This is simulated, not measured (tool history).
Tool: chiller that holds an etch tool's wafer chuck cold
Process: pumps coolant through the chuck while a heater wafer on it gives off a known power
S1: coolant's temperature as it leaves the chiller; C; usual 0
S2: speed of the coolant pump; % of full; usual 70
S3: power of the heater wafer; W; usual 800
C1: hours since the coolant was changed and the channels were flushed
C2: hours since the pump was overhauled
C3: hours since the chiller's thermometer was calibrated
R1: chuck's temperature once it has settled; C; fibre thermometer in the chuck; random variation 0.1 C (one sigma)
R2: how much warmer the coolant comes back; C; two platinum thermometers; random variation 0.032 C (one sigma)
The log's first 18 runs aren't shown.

run 19 hour=655.3 | S1=5 S2=71 S3=466 | C1=573 C2=2115 C3=888 | R1=9.9 R2=2.36
run 20 hour=692.4 | S1=5 S2=71 S3=466 | C1=610 C2=2152 C3=925 | R1=9.8 R2=2.34
run 21 hour=725 | S1=5 S2=71 S3=466 | C1=643 C2=2184 C3=958 | R1=9.7 R2=2.4
run 22 hour=766.4 | S1=-1 S2=86 S3=435 | C1=684 C2=2226 C3=999 | R1=2.7 R2=1.86
run 23 hour=788.1 | S1=-1 S2=86 S3=435 | C1=706 C2=2248 C3=1021 | R1=2.6 R2=1.87
run 24 hour=817.4 | S1=-1 S2=90 S3=800 | C1=735 C2=2277 C3=1050 | R1=5.5 R2=3.26
run 25 hour=853.8 | S1=1 S2=67 S3=730 | C1=772 C2=2313 C3=1087 | R1=9 R2=4.03
run 26 hour=901.2 | S1=-2 S2=71 S3=800 | C1=819 C2=2361 C3=1134 | R1=6.4 R2=4.17
run 27 hour=923.8 | S1=-2 S2=87 S3=800 | C1=842 C2=2383 C3=1157 | R1=4.9 R2=3.43
run 28 hour=947 | S1=-2 S2=87 S3=524 | C1=865 C2=2406 C3=1180 | R1=2.4 R2=2.26
run 29 hour=984.6 | S1=-2 S2=87 S3=524 | C1=902 C2=2444 C3=1218 | R1=2.6 R2=2.26
run 30 hour=1030.2 | S1=0 S2=98 S3=622 | C1=948 C2=2490 C3=1263 | R1=4.8 R2=2.3
run 31 hour=1071.9 | S1=7 S2=77 S3=602 | C1=990 C2=2531 C3=1305 | R1=13 R2=2.99

Forecast each of these 4 alternatives for the next run:
run A hour=1097.5 | S1=-1 S2=77 S3=706 | C1=1015 C2=2557 C3=1330 | R1=? R2=?
run B hour=1097.5 | S1=0 S2=97 S3=800 | C1=1015 C2=2557 C3=1330 | R1=? R2=?
run C hour=1097.5 | S1=-9 S2=69 S3=597 | C1=1015 C2=2557 C3=1330 | R1=? R2=?
run D hour=1097.5 | S1=1 S2=81 S3=413 | C1=1015 C2=2557 C3=1330 | R1=? R2=?

run=A R1=5.8 R2=3.41
run=B R1=6.4 R2=3.1
run=C R1=-2.5 R2=3.21
run=D R1=4.7 R2=1.87
Without the tool's hidden state the same runs would have given:
run=A R1=5.3 R2=3.05
run=B R1=5.9 R2=2.77
run=C R1=-3 R2=2.87
run=D R1=4.5 R2=1.67

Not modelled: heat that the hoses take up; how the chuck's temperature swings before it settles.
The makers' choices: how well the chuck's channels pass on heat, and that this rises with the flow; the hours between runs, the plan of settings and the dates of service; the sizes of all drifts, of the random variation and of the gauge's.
